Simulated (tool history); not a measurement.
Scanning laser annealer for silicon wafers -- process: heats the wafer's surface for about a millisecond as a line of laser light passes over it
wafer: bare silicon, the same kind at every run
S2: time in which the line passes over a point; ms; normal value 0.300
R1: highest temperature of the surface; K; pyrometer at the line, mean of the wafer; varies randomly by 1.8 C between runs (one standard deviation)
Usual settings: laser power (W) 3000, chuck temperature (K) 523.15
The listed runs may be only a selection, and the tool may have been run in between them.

{"run": 1, "hour": 0.0, "laser power (W)": 3000, "S2": 0.3, "chuck temperature (K)": 523.15, "R1": 1314.15}
{"run": 2, "hour": 24.0, "laser power (W)": 3000, "S2": 0.25, "chuck temperature (K)": 523.15, "R1": 1249.15}
{"run": 3, "hour": 36.1, "laser power (W)": 3000, "S2": 0.3, "chuck temperature (K)": 523.15, "R1": 1316.15}
{"run": 4, "hour": 58.2, "laser power (W)": 3000, "S2": 0.3, "chuck temperature (K)": 523.15, "R1": 1313.15}
{"run": 5, "hour": 69.6, "laser power (W)": 3000, "S2": 0.3, "chuck temperature (K)": 523.15, "R1": 1315.15}
{"run": 6, "hour": 85.2, "laser power (W)": 3000, "S2": 0.3, "chuck temperature (K)": 523.15, "R1": 1311.15}
{"run": 7, "hour": 109.7, "laser power (W)": 3000, "S2": 0.3, "chuck temperature (K)": 523.15, "R1": 1316.15}
{"run": 8, "hour": 133.5, "laser power (W)": 3000, "S2": 0.3, "chuck temperature (K)": 523.15, "R1": 1314.15}
{"run": 9, "hour": 147.0, "laser power (W)": 3000, "S2": 0.3, "chuck temperature (K)": 524.15, "R1": 1314.15}
{"run": 10, "hour": 163.0, "laser power (W)": 3000, "S2": 0.3, "chuck temperature (K)": 524.15, "R1": 1315.15}
{"run": 11, "hour": 177.5, "laser power (W)": 3000, "S2": 0.3, "chuck temperature (K)": 524.15, "R1": 1314.15}
{"run": 12, "hour": 194.0, "laser power (W)": 3000, "S2": 0.3, "chuck temperature (K)": 523.15, "R1": 1312.15}
{"run": 13, "hour": 209.8, "laser power (W)": 3000, "S2": 0.3, "chuck temperature (K)": 505.15, "R1": 1295.15}
{"run": 14, "hour": 230.3, "laser power (W)": 3000, "S2": 0.3, "chuck temperature (K)": 561.15, "R1": 1352.15}
{"run": 15, "hour": 244.0, "laser power (W)": 3000, "S2": 0.3, "chuck temperature (K)": 561.15, "R1": 1351.15}
{"run": 16, "hour": 263.0, "laser power (W)": 3000, "S2": 0.3, "chuck temperature (K)": 561.15, "R1": 1350.15}
{"run": 17, "hour": 279.1, "laser power (W)": 3000, "S2": 0.3, "chuck temperature (K)": 561.15, "R1": 1353.15}
{"run": 18, "hour": 297.8, "laser power (W)": 3000, "S2": 0.232, "chuck temperature (K)": 561.15, "R1": 1258.15}
{"run": 19, "hour": 317.2, "laser power (W)": 3000, "S2": 0.3, "chuck temperature (K)": 523.15, "R1": 1311.15}
{"run": 20, "hour": 330.6, "laser power (W)": 3000, "S2": 0.3, "chuck temperature (K)": 523.15, "R1": 1310.15}
{"run": 21, "hour": 349.6, "laser power (W)": 2740, "S2": 0.3, "chuck temperature (K)": 518.15, "R1": 1239.15}
{"hour": 358.2, "done": "window over the wafer cleaned"}
{"run": 22, "hour": 364.3, "laser power (W)": 3000, "S2": 0.3, "chuck temperature (K)": 554.15, "R1": 1347.15}
{"run": 23, "hour": 385.7, "laser power (W)": 3000, "S2": 0.3, "chuck temperature (K)": 554.15, "R1": 1345.15}
{"run": 24, "hour": 410.4, "laser power (W)": 3000, "S2": 0.3, "chuck temperature (K)": 554.15, "R1": 1344.15}
{"run": 25, "hour": 428.0, "laser power (W)": 2952, "S2": 0.339, "chuck temperature (K)": 538.15, "R1": 1362.15}
{"run": 26, "hour": 442.7, "laser power (W)": 2952, "S2": 0.339, "chuck temperature (K)": 538.15, "R1": 1364.15}
{"run": 27, "hour": 459.6, "laser power (W)": 2985, "S2": 0.368, "chuck temperature (K)": 489.15, "R1": 1355.15}
{"run": 28, "hour": 476.2, "laser power (W)": 2730, "S2": 0.336, "chuck temperature (K)": 523.15, "R1": 1282.15}
{"run": 29, "hour": 488.1, "laser power (W)": 3276, "S2": 0.3, "chuck temperature (K)": 512.15, "R1": 1379.15}
{"run": 30, "hour": 511.8, "laser power (W)": 3145, "S2": 0.333, "chuck temperature (K)": 553.15, "R1": 1429.15}
{"run": 31, "hour": 532.9, "laser power (W)": 2611, "S2": 0.216, "chuck temperature (K)": 562.15, "R1": 1151.15}
{"run": 32, "hour": 547.8, "laser power (W)": 3000, "S2": 0.216, "chuck temperature (K)": 536.15, "R1": 1216.15}
{"run": 33, "hour": 568.1, "laser power (W)": 3000, "S2": 0.216, "chuck temperature (K)": 536.15, "R1": 1215.15}
{"run": 34, "hour": 590.6, "laser power (W)": 2567, "S2": 0.289, "chuck temperature (K)": 496.15, "R1": 1158.15}
{"run": 35, "hour": 601.5, "laser power (W)": 3253, "S2": 0.3, "chuck temperature (K)": 523.15, "R1": 1386.15}
{"run": 36, "hour": 619.5, "laser power (W)": 3253, "S2": 0.342, "chuck temperature (K)": 524.15, "R1": 1439.15}
{"run": 37, "hour": 632.5, "laser power (W)": 3120, "S2": 0.3, "chuck temperature (K)": 531.15, "R1": 1356.15}
{"run": 38, "hour": 656.0, "laser power (W)": 2901, "S2": 0.3, "chuck temperature (K)": 523.15, "R1": 1290.15}
{"run": 39, "hour": 679.6, "laser power (W)": 2837, "S2": 0.373, "chuck temperature (K)": 523.15, "R1": 1356.15}
{"run": 40, "hour": 701.6, "laser power (W)": 2590, "S2": 0.323, "chuck temperature (K)": 523.15, "R1": 1228.15}

3 ways to go on from here, each from the tool as it stands after run 40. What would each give?
{"run": "A", "hour": 724.1, "laser power (W)": 3124, "S2": 0.316, "chuck temperature (K)": 523.15, "R1": "?"}
{"run": "B", "hour": 724.1, "laser power (W)": 2921, "S2": 0.373, "chuck temperature (K)": 535.15, "R1": "?"}
{"run": "C", "hour": 724.1, "laser power (W)": 2802, "S2": 0.3, "chuck temperature (K)": 544.15, "R1": "?"}

run=A R1=1369.15
run=B R1=1393.15
run=C R1=1282.15
With the hidden condition removed and each run's random variation left untouched, the same runs would have given:
run=A R1=1370.15
run=B R1=1394.15
run=C R1=1283.15

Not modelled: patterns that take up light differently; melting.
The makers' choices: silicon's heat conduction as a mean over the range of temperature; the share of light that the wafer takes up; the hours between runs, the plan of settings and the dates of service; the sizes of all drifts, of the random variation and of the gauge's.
